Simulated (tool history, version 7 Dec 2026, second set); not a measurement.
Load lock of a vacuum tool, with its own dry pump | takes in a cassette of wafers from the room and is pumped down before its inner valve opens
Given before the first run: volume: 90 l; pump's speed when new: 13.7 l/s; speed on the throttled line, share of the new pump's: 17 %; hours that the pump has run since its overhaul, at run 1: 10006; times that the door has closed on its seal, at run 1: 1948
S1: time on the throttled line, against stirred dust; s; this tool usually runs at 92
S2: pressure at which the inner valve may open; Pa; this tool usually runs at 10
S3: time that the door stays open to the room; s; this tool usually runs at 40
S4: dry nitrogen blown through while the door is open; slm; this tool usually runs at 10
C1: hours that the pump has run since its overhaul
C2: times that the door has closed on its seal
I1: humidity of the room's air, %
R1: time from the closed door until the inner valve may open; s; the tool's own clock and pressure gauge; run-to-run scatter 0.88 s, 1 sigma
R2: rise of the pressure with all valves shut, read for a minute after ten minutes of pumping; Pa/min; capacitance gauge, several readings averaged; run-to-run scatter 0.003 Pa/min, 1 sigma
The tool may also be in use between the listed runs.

run 1 hour=0.0 | S1=92 S2=10 S3=40 S4=10 | C1=10006 C2=1948 | I1=47.3 | R1=145.1 R2=0.039
run 2 hour=480.3 | S1=92 S2=10 S3=40 S4=10 | C1=10487 C2=4326 | I1=43.7 | R1=145.5 R2=0.050
run 3 hour=831.0 | S1=183 S2=10 S3=40 S4=10 | C1=10837 C2=6062 | I1=47.3 | R1=218.3 R2=0.059
run 4 hour=1224.2 | S1=92 S2=10 S3=40 S4=5 | C1=11231 C2=8009 | I1=46.3 | R1=148.1 R2=0.087
run 5 hour=1570.9 | S1=92 S2=10 S3=40 S4=5 | C1=11577 C2=9725 | I1=46.8 | R1=148.5 R2=0.095
run 6 hour=1955.6 | S1=92 S2=10 S3=40 S4=5 | C1=11962 C2=11630 | I1=43.7 | R1=146.6 R2=0.112
run 7 hour=2389.8 | S1=92 S2=10 S3=40 S4=24 | C1=12396 C2=13780 | I1=44.9 | R1=146.8 R2=0.116
run 8 hour=2619.0 | S1=92 S2=10 S3=40 S4=24 | C1=12625 C2=14915 | I1=46.3 | R1=147.8 R2=0.123
run 9 hour=2919.5 | S1=92 S2=10 S3=40 S4=24 | C1=12926 C2=16403 | I1=44.2 | R1=149.2 R2=0.143
run 10 hour=3307.8 | S1=92 S2=10 S3=40 S4=24 | C1=13314 C2=18325 | I1=44.7 | R1=148.6 R2=0.169
run 11 hour=3721.8 | S1=92 S2=10 S3=40 S4=10 | C1=13728 C2=20375 | I1=42.5 | R1=148.6 R2=0.188
run 12 hour=4066.9 | S1=92 S2=10 S3=40 S4=10 | C1=14073 C2=22084 | I1=42.2 | R1=149.8 R2=0.225
run 13 hour=4382.8 | S1=92 S2=10 S3=40 S4=10 | C1=14389 C2=23648 | I1=44.1 | R1=148.7 R2=0.238
run 14 hour=4665.7 | S1=92 S2=10 S3=40 S4=10 | C1=14672 C2=25048 | I1=42.7 | R1=150.1 R2=0.251
run 15 hour=5193.5 | S1=92 S2=10 S3=40 S4=10 | C1=15200 C2=27662 | I1=41.3 | R1=151.4 R2=0.292
run 16 hour=5679.6 | S1=92 S2=10 S3=40 S4=7 | C1=15686 C2=30068 | I1=46.2 | R1=150.7 R2=0.335
run 17 hour=5992.5 | S1=92 S2=10 S3=40 S4=7 | C1=15999 C2=31618 | I1=43.1 | R1=151.4 R2=0.365
run 18 hour=6411.9 | S1=92 S2=10 S3=40 S4=10 | C1=16418 C2=33694 | I1=44.0 | R1=153.4 R2=0.391
run 19 hour=6868.1 | S1=151 S2=10 S3=37 S4=10 | C1=16874 C2=35953 | I1=47.4 | R1=198.2 R2=0.447
-- hour=7123.8 dry pump taken out, an overhauled one fitted
run 20 hour=7201.5 | S1=103 S2=12 S3=26 S4=32 | C1=78 C2=37574 | I1=42.2 | R1=146.2 R2=0.453
run 21 hour=7549.9 | S1=136 S2=12 S3=175 S4=32 | C1=426 C2=39299 | I1=45.4 | R1=173.4 R2=0.497
-- hour=7774.1 door's seal changed, seat wiped
run 22 hour=8059.3 | S1=128 S2=11 S3=147 S4=23 | C1=934 C2=1412 | I1=45.4 | R1=167.1 R2=0.041
run 23 hour=8323.9 | S1=128 S2=11 S3=147 S4=23 | C1=1199 C2=2722 | I1=43.8 | R1=166.9 R2=0.047
run 24 hour=8817.7 | S1=128 S2=11 S3=70 S4=27 | C1=1692 C2=5166 | I1=42.4 | R1=168.8 R2=0.049
run 25 hour=9201.3 | S1=92 S2=10 S3=203 S4=10 | C1=2076 C2=7066 | I1=47.4 | R1=138.2 R2=0.119
run 26 hour=9429.6 | S1=89 S2=16 S3=60 S4=4 | C1=2304 C2=8196 | I1=47.3 | R1=134.3 R2=0.098
run 27 hour=9869.9 | S1=89 S2=16 S3=60 S4=4 | C1=2745 C2=10376 | I1=46.1 | R1=132.9 R2=0.111
run 28 hour=10330.1 | S1=57 S2=7 S3=50 S4=4 | C1=3205 C2=12655 | I1=45.1 | R1=114.0 R2=0.122
run 29 hour=10608.4 | S1=57 S2=7 S3=50 S4=4 | C1=3483 C2=14032 | I1=44.8 | R1=113.5 R2=0.136
run 30 hour=10943.9 | S1=57 S2=10 S3=51 S4=7 | C1=3819 C2=15694 | I1=42.9 | R1=111.3 R2=0.137
run 31 hour=11489.1 | S1=57 S2=10 S3=51 S4=7 | C1=4364 C2=18393 | I1=44.0 | R1=110.3 R2=0.169
run 32 hour=11916.2 | S1=139 S2=8 S3=127 S4=30 | C1=4791 C2=20508 | I1=48.6 | R1=179.6 R2=0.188
run 33 hour=12446.7 | S1=90 S2=8 S3=40 S4=10 | C1=5321 C2=23134 | I1=44.6 | R1=140.3 R2=0.217
run 34 hour=12690.5 | S1=144 S2=11 S3=27 S4=10 | C1=5565 C2=24341 | I1=44.5 | R1=182.9 R2=0.221
run 35 hour=13162.3 | S1=144 S2=11 S3=48 S4=10 | C1=6037 C2=26677 | I1=43.8 | R1=183.8 R2=0.263
run 36 hour=13710.6 | S1=144 S2=9 S3=48 S4=10 | C1=6585 C2=29392 | I1=49.8 | R1=183.3 R2=0.312

Below are 5 alternative next runs, each starting from the tool's condition after run 36. Predict each:
run A hour=14098.7 | S1=144 S2=9 S3=48 S4=8 | C1=6973 C2=31314 | I1=43.1 | R1=? R2=?
run B hour=14098.7 | S1=127 S2=17 S3=226 S4=10 | C1=6973 C2=31314 | I1=44.5 | R1=? R2=?
run C hour=14098.7 | S1=148 S2=13 S3=130 S4=10 | C1=6973 C2=31314 | I1=45.9 | R1=? R2=?
run D hour=14098.7 | S1=63 S2=10 S3=40 S4=10 | C1=6973 C2=31314 | I1=44.4 | R1=? R2=?
run E hour=14098.7 | S1=124 S2=9 S3=138 S4=10 | C1=6973 C2=31314 | I1=45.2 | R1=? R2=?

run=A R1=185.8 R2=0.333
run=B R1=166.6 R2=0.371
run=C R1=186.9 R2=0.350
run=D R1=119.4 R2=0.319
run=E R1=169.7 R2=0.348
With no hidden state in the tool, these same runs would have given:
run=A R1=182.3 R2=0.032
run=B R1=163.1 R2=0.075
run=C R1=183.6 R2=0.052
run=D R1=114.5 R2=0.019
run=E R1=165.7 R2=0.051
